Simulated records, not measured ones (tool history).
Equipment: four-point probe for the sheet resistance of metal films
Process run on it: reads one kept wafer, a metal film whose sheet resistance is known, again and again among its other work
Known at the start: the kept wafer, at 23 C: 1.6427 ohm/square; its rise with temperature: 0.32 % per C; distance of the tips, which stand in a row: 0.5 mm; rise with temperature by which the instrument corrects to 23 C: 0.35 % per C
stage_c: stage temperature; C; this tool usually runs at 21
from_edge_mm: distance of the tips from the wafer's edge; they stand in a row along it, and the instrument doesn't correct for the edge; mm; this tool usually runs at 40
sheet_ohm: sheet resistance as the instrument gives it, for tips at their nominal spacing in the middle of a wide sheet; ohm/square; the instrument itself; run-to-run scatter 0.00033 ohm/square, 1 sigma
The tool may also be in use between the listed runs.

run	hour	stage_c	from_edge_mm	sheet_ohm
1	0.0	21	40	1.654144
2	60.5	29	40	1.650972
3	119.9	29	40	1.650157
4	192.3	21	7	1.658825
5	304.8	26	7	1.657436
6	430.8	21	40	1.655701
7	504.9	21	62	1.655118
8	614.3	21	12	1.656859
9	697.8	21	40	1.655762
10	822.1	21	40	1.655887
11	882.8	21	31	1.657199
12	966.2	21	10	1.658207
13	1024.0	21	10	1.659547
14	1118.6	20	10	1.659850
15	1231.3	20	3	1.682166
16	1301.6	20	3	1.682488
17	1380.2	34	9	1.655230
18	1445.1	29	15	1.654557
19	1535.6	26	40	1.656237
20	1589.9	26	40	1.655894
21	1661.7	27	23	1.656002
22	1719.7	23	28	1.658399
23	1841.9	19	40	1.659874
24	1930.2	19	40	1.660158

A few steps of sheet_ohm between consecutive runs. Split each: what settings, incoming material and random variation would produce without the hidden state, and what is left over for the hidden state, along with gauge scatter present in only one of the two compared results (measured, and without hidden state):
The hidden state here: inner tips' distance over the nominal, %; tips' flats over new ones', %; wafer's true temperature over the reading, C; drift of the gauge itself on sheet_ohm, %.
Run 5 -> 6: stage_c 26 -> 21, from_edge_mm 7 -> 40. sheet_ohm -0.001735 ohm/square: hidden state +0.000330, all else -0.002065.
Run 14 -> 15: from_edge_mm 10 -> 3. sheet_ohm +0.022316 ohm/square: hidden state +0.000480, all else +0.021836.
Run 16 -> 17: stage_c 20 -> 34, from_edge_mm 3 -> 9. sheet_ohm -0.027258 ohm/square: hidden state +0.000050, all else -0.027308.
